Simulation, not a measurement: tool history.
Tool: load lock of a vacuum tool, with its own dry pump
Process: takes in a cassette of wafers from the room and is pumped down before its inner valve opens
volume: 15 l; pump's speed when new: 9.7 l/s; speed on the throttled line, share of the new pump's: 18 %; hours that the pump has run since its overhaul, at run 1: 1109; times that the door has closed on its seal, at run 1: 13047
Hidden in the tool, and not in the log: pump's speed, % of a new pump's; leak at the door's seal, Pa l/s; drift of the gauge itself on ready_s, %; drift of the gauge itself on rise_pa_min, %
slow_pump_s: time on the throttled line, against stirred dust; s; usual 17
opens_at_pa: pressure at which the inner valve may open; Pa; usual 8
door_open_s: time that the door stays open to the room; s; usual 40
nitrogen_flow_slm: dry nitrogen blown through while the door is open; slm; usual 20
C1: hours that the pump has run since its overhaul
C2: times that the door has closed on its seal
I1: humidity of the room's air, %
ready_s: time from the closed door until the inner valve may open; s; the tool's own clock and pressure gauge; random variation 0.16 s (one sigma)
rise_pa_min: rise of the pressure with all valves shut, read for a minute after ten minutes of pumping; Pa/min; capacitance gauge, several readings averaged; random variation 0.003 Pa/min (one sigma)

run 1 hour=0.0 | slow_pump_s=17 opens_at_pa=8 door_open_s=40 nitrogen_flow_slm=20 | C1=1109 C2=13047 | I1=42.6 | ready_s=28.4 rise_pa_min=0.145
run 2 hour=73.5 | slow_pump_s=17 opens_at_pa=8 door_open_s=40 nitrogen_flow_slm=8 | C1=1182 C2=13151 | I1=42.6 | ready_s=28.6 rise_pa_min=0.164
run 3 hour=159.3 | slow_pump_s=17 opens_at_pa=8 door_open_s=40 nitrogen_flow_slm=8 | C1=1268 C2=13273 | I1=45.6 | ready_s=28.7 rise_pa_min=0.166
run 4 hour=238.1 | slow_pump_s=17 opens_at_pa=8 door_open_s=40 nitrogen_flow_slm=8 | C1=1347 C2=13385 | I1=47.5 | ready_s=28.8 rise_pa_min=0.167
run 5 hour=309.7 | slow_pump_s=17 opens_at_pa=8 door_open_s=40 nitrogen_flow_slm=8 | C1=1419 C2=13487 | I1=44.4 | ready_s=28.8 rise_pa_min=0.167
run 6 hour=396.1 | slow_pump_s=17 opens_at_pa=8 door_open_s=40 nitrogen_flow_slm=8 | C1=1505 C2=13609 | I1=43.2 | ready_s=29.1 rise_pa_min=0.167
run 7 hour=475.1 | slow_pump_s=17 opens_at_pa=8 door_open_s=40 nitrogen_flow_slm=20 | C1=1584 C2=13721 | I1=43.5 | ready_s=28.5 rise_pa_min=0.156
run 8 hour=574.3 | slow_pump_s=17 opens_at_pa=8 door_open_s=40 nitrogen_flow_slm=20 | C1=1683 C2=13862 | I1=50.3 | ready_s=28.7 rise_pa_min=0.161
run 9 hour=622.0 | slow_pump_s=8 opens_at_pa=7 door_open_s=183 nitrogen_flow_slm=22 | C1=1731 C2=13929 | I1=52.2 | ready_s=21.7 rise_pa_min=0.262
run 10 hour=701.4 | slow_pump_s=8 opens_at_pa=7 door_open_s=183 nitrogen_flow_slm=22 | C1=1810 C2=14042 | I1=46.0 | ready_s=21.5 rise_pa_min=0.247
run 11 hour=763.8 | slow_pump_s=16 opens_at_pa=11 door_open_s=183 nitrogen_flow_slm=22 | C1=1873 C2=14131 | I1=45.9 | ready_s=27.4 rise_pa_min=0.244
run 12 hour=848.9 | slow_pump_s=23 opens_at_pa=8 door_open_s=40 nitrogen_flow_slm=20 | C1=1958 C2=14251 | I1=47.7 | ready_s=33.7 rise_pa_min=0.157
run 13 hour=947.7 | slow_pump_s=23 opens_at_pa=8 door_open_s=40 nitrogen_flow_slm=20 | C1=2057 C2=14391 | I1=51.0 | ready_s=33.9 rise_pa_min=0.165
run 14 hour=1039.7 | slow_pump_s=17 opens_at_pa=7 door_open_s=148 nitrogen_flow_slm=6 | C1=2149 C2=14522 | I1=46.8 | ready_s=29.0 rise_pa_min=0.287
run 15 hour=1131.3 | slow_pump_s=17 opens_at_pa=7 door_open_s=148 nitrogen_flow_slm=6 | C1=2240 C2=14652 | I1=47.6 | ready_s=29.0 rise_pa_min=0.297
run 16 hour=1226.8 | slow_pump_s=17 opens_at_pa=7 door_open_s=148 nitrogen_flow_slm=6 | C1=2336 C2=14787 | I1=46.6 | ready_s=29.1 rise_pa_min=0.288

Forecast each of these 4 alternatives for the next run:
run A hour=1308.5 | slow_pump_s=27 opens_at_pa=7 door_open_s=97 nitrogen_flow_slm=16 | C1=2417 C2=14903 | I1=44.4 | ready_s=? rise_pa_min=?
run B hour=1308.5 | slow_pump_s=17 opens_at_pa=7 door_open_s=147 nitrogen_flow_slm=6 | C1=2417 C2=14903 | I1=44.1 | ready_s=? rise_pa_min=?
run C hour=1308.5 | slow_pump_s=15 opens_at_pa=7 door_open_s=148 nitrogen_flow_slm=6 | C1=2417 C2=14903 | I1=47.8 | ready_s=? rise_pa_min=?
run D hour=1308.5 | slow_pump_s=17 opens_at_pa=13 door_open_s=67 nitrogen_flow_slm=20 | C1=2417 C2=14903 | I1=44.3 | ready_s=? rise_pa_min=?

run=A ready_s=37.3 rise_pa_min=0.220
run=B ready_s=29.2 rise_pa_min=0.288
run=C ready_s=27.6 rise_pa_min=0.301
run=D ready_s=28.1 rise_pa_min=0.185
Without the tool's hidden state the same runs would have given:
run=A ready_s=37.2 rise_pa_min=0.110
run=B ready_s=29.1 rise_pa_min=0.178
run=C ready_s=27.5 rise_pa_min=0.190
run=D ready_s=28.0 rise_pa_min=0.076
